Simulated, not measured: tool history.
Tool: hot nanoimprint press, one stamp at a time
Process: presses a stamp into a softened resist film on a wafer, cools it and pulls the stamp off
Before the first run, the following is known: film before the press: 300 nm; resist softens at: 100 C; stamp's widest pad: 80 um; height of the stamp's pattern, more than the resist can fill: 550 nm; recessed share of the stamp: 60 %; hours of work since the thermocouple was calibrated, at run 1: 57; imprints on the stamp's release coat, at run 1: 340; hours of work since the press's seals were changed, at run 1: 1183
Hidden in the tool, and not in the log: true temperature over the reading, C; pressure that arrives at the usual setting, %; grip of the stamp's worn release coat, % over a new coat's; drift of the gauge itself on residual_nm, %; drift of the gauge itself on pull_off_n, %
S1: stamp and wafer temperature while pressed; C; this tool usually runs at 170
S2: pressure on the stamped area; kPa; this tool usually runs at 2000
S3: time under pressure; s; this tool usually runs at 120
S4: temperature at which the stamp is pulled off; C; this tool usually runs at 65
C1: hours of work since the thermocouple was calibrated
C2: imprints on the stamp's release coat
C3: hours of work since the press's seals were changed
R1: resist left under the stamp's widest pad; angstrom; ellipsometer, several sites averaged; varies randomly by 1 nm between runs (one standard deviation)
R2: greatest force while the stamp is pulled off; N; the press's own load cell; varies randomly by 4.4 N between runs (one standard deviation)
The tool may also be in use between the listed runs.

run    hour   S1    S2   S3  S4   C1    C2    C3    R1   R2
  1     0.0  170  2000  120  65   57   340  1183  1493  226
       46.1  -- press's hydraulic seals changed and the load cell set to zero
  2    46.1  170  2000  120  65   85   506     0  1484  214
  3    91.8  170  2000  120  65  118   706    33  1501  214
  4   123.2  170  2000  120  65  141   843    56  1510  221
  5   171.9  170  2000  120  65  177  1056    92  1498  218
      219.8  -- stamp cleaned and given a new release coat
  6   225.5  170  2000  120  65  212    25   127  1487  218
  7   278.5  170  2000  120  65  251   256   166  1497  221
  8   303.9  170  2000  120  65  269   368   184  1497  220
  9   330.3  170  2000  120  65  288   483   204  1507  209
 10   363.6  170  2000  120  65  313   628   228  1498  217
 11   420.3  170  2000  120  65  354   876   270  1502  216
 12   480.1  170  2000  141  65  398  1137   313  1421  217
      507.4  -- stamp cleaned and given a new release coat
 13   510.5  170  2000  141  65  416    14   331  1411  211
 14   547.6  170  2000  141  65  443   176   358  1409  212
 15   581.5  170  2000  141  65  468   324   383  1417  218
 16   641.6  170  2000  141  65  512   587   427  1425  212
 17   686.7  170  2000  141  65  545   784   460  1419  222
      721.0  -- plate thermocouple calibrated
 18   731.6  174  3140  151  72    8   967   491   959  207
 19   758.7  174  3140  151  72   28  1085   511   940  209
      797.8  -- stamp cleaned and given a new release coat
 20   811.9  174  3140  151  72   62    61   545   948  195
 21   855.3  174  3140  151  72   94   251   577   971  200
 22   896.6  181  2210  178  67  124   432   607   896  217
 23   925.3  170  2000  210  65  145   557   628  1250  212
 24   950.3  161  1290   65  54  164   666   647  2503  238
 25   979.4  161  1290   65  54  185   793   668  2509  231
 26  1034.9  161  1290   65  54  225  1036   709  2502  233
 27  1064.3  172  2100  196  68  247  1164   730  1157  213
     1084.9  -- stamp cleaned and given a new release coat
 28  1127.8  170  2000  120  73  289   188   772  1509  206
 29  1164.0  170  2000   88  54  316   346   799  1646  229
 30  1194.3  170  2000   88  54  338   478   821  1661  225

3 options for the next run, each taken on its own from the tool as it stands now. Forecast them:
  A  1234.7  161  2000  117  60  367  655  850   ?   ?
  B  1234.7  170  1340  120  65  367  655  850   ?   ?
  C  1234.7  175  1620   88  54  367  655  850   ?   ?

run    R1   R2
  A  1947  224
  B  1811  212
  C  1612  229
Had the tool no hidden state, the same runs would have come out as:
run    R1   R2
  A  1944  223
  B  1808  211
  C  1610  228
